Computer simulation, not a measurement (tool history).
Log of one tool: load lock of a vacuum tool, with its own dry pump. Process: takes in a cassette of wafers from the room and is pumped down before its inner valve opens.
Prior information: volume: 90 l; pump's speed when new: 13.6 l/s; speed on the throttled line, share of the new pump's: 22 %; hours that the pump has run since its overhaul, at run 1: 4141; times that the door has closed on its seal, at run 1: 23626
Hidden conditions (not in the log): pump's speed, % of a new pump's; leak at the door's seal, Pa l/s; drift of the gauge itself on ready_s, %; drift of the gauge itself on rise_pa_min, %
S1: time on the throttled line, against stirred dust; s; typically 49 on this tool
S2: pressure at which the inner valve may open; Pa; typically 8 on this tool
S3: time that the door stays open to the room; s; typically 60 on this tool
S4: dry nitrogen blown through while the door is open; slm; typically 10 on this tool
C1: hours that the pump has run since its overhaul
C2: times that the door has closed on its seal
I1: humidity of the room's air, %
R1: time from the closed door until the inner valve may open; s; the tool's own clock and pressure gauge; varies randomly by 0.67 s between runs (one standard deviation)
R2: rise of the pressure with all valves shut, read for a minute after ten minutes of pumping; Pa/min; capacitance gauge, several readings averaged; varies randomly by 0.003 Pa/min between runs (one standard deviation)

run	hour	S1	S2	S3	S4	C1	C2	I1	R1	R2
1	0	49	8	60	10	4141	23626	45.9	102.6	0.248
2	127.8	55	8	60	10	4268	24003	44.1	106.6	0.251
3	268.2	49	8	60	10	4409	24417	47.4	100.9	0.256
4	403.6	49	8	60	10	4544	24816	43.9	101.3	0.261
5	547.2	49	8	39	10	4688	25240	45.6	101.6	0.266
6	680.2	49	8	60	10	4821	25633	46.8	102.6	0.284
7	776.4	49	8	60	10	4917	25916	44.7	102.4	0.287
8	981.2	49	8	60	10	5122	26520	45.1	101.6	0.285
9	1150.7	49	8	60	10	5291	27021	47	102.7	0.301
# hour 1281.7: door's seal changed, seat wiped
10	1284.6	49	8	60	10	5424	8	45.6	103.6	0.04
11	1381.9	49	8	60	10	5521	295	44.5	102.3	0.034
12	1556.7	49	8	60	10	5696	811	45	101.5	0.041
13	1648.6	49	8	60	10	5788	1082	42.4	101.4	0.044
14	1812.6	49	8	60	10	5952	1566	45	103.4	0.043
15	1962.6	49	8	60	10	6102	2009	43.2	102.3	0.039
16	2140.5	49	8	60	10	6280	2533	49	102.7	0.05
17	2226.2	49	8	60	10	6365	2786	45.5	101.8	0.045
18	2338.1	49	8	60	10	6477	3116	42.8	103.8	0.05
19	2426.8	71	8	60	10	6566	3378	42.8	120.9	0.048
20	2610.9	29	7	60	10	6750	3921	43.2	88.1	0.05
21	2746.9	37	7	145	26	6886	4323	46.2	95.7	0.062
22	2920	47	8	37	10	7059	4833	41	100.4	0.047
23	3064.2	43	8	37	12	7203	5259	39.3	98.4	0.04
24	3194.4	30	8	60	10	7333	5643	42.7	88.3	0.066
25	3311.4	30	8	60	10	7450	5988	44.3	88.6	0.06
26	3452.3	30	7	135	10	7591	6404	42.3	89.4	0.093
27	3602.9	29	8	65	10	7742	6848	44.5	86.9	0.077
28	3695.2	37	13	65	16	7834	7120	46.8	90.4	0.071
29	3781.5	38	16	46	13	7921	7375	45.1	90.1	0.063
30	3913.9	54	16	227	13	8053	7766	45.5	102.4	0.123
31	4089.9	54	12	90	13	8229	8285	47	103.5	0.089
32	4243.4	79	6	40	10	8383	8738	47.4	128.6	0.078
33	4374.9	79	6	40	10	8514	9126	48.9	128.1	0.081
34	4521.6	46	9	36	34	8661	9558	44.4	101.5	0.073
35	4665.1	49	13	200	40	8804	9982	46.7	99.8	0.102
36	4872.4	49	14	222	24	9011	10593	41.8	100.3	0.117

Take each entry between the runs: how does the hidden state at the last listed run before it differ from the hidden state at the first listed run after it?
Runs 9 to 10: door's seal changed, seat wiped (hour 1281.7)
  leak at the door's seal, Pa l/s: 0.3981 -> 0.0028
  measured minus no-state result, R1: +1.4 -> +1.3 s; R2: +0.265 -> +0 Pa/min
